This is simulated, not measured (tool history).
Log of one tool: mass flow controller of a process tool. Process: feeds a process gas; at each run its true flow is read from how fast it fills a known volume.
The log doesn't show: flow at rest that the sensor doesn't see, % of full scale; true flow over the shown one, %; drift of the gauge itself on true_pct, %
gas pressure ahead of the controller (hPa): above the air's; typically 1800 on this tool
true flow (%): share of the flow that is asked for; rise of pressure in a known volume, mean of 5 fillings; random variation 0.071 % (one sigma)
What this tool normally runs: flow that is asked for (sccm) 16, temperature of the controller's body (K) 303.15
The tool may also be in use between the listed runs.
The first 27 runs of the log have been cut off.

run	hour	flow that is asked for (sccm)	gas pressure ahead of the controller (hPa)	temperature of the controller's body (K)	hours of work since the controller was set to zero	hours of work since the controller was changed	true flow (%)
28	2331.0	7	1930	303.15	2447	2447	100.60
29	2408.4	7	1930	303.15	2484	2484	100.58
30	2519.3	2	1730	307.15	2537	2537	102.71
31	2586.1	18	1800	311.15	2569	2569	101.75
32	2691.4	16	1890	303.15	2620	2620	101.23
33	2793.7	15	1890	301.15	2669	2669	101.06
34	2877.0	7	1540	306.15	2709	2709	101.10
35	2979.9	10	1800	303.15	2758	2758	100.94
36	3098.8	6	2610	293.15	2815	2815	99.87
37	3151.6	5	1410	303.15	2841	2841	101.28
38	3242.7	5	2190	294.15	2884	2884	100.44
39	3326.6	5	2190	294.15	2925	2925	100.59
40	3416.4	5	1840	294.15	2968	2968	100.82
41	3497.0	13	1540	309.15	3006	3006	101.59
42	3570.1	7	1800	303.15	3041	3041	101.04
43	3674.0	7	1800	303.15	3091	3091	101.17
44	3775.1	5	2120	299.15	3140	3140	101.07
45	3872.3	7	1540	297.15	3187	3187	100.88
46	3986.2	16	1800	298.15	3241	3241	101.21
47	4097.5	16	2330	309.15	3295	3295	101.61
48	4180.5	16	2330	309.15	3335	3335	101.58
49	4236.3	16	2330	309.15	3361	3361	101.55

Forecast each of these 4 alternatives for the next run:
A	4285.4	7	2030	306.15	3385	3385	?
B	4285.4	2	1520	295.15	3385	3385	?
C	4285.4	6	1910	300.15	3385	3385	?
D	4285.4	5	2580	301.15	3385	3385	?

run	true flow (%)
A	101.47
B	103.22
C	101.23
D	101.08
With the hidden condition removed and each run's random variation left untouched, the same runs would have given:
run	true flow (%)
A	99.24
B	98.19
C	98.81
D	98.41
